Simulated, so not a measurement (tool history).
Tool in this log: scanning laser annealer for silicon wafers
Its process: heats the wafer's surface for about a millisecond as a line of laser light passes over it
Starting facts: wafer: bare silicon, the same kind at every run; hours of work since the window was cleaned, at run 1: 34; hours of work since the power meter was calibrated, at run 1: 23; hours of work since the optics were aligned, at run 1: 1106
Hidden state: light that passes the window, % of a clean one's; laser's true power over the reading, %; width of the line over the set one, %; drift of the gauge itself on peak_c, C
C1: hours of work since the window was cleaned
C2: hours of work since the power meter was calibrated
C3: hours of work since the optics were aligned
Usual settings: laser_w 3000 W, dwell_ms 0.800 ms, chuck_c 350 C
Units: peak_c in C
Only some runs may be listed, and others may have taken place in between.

Run 1, hour 0.0: usual settings; C1 34; C2 23; C3 1106. Result: peak_c 1195 C.
Run 2, hour 6.7: usual settings; C1 38; C2 27; C3 1111. Result: peak_c 1195 C.
Run 3, hour 17.1: usual settings but laser_w 2659 W; C1 45; C2 34; C3 1118. Result: peak_c 1099 C.
Run 4, hour 26.7: usual settings but dwell_ms 0.610 ms; C1 51; C2 41; C3 1124. Result: peak_c 1082 C.
Run 5, hour 36.9: usual settings but dwell_ms 0.610 ms; C1 58; C2 47; C3 1131. Result: peak_c 1075 C.
At hour 42.7: optics aligned, line set to its width.
Run 6, hour 48.0: usual settings but dwell_ms 0.610 ms; C1 62; C2 51; C3 4. Result: peak_c 1079 C.
Run 7, hour 57.9: usual settings but dwell_ms 0.610 ms; C1 69; C2 58; C3 10. Result: peak_c 1075 C.
Run 8, hour 67.2: usual settings but dwell_ms 0.610 ms; C1 75; C2 64; C3 16. Result: peak_c 1080 C.
At hour 79.4: optics aligned, line set to its width, once more.
Run 9, hour 81.5: usual settings but laser_w 2908 W, dwell_ms 0.874 ms; C1 81; C2 70; C3 1. Result: peak_c 1210 C.

Predict the results of run 10:
Run 10, hour 92.8: usual settings but laser_w 2577 W, dwell_ms 0.687 ms; C1 89; C2 78; C3 9. Result: peak_c ?.

peak_c: 1024 C
Had the tool carried no hidden state, the very same run would have given peak_c 1026 C.
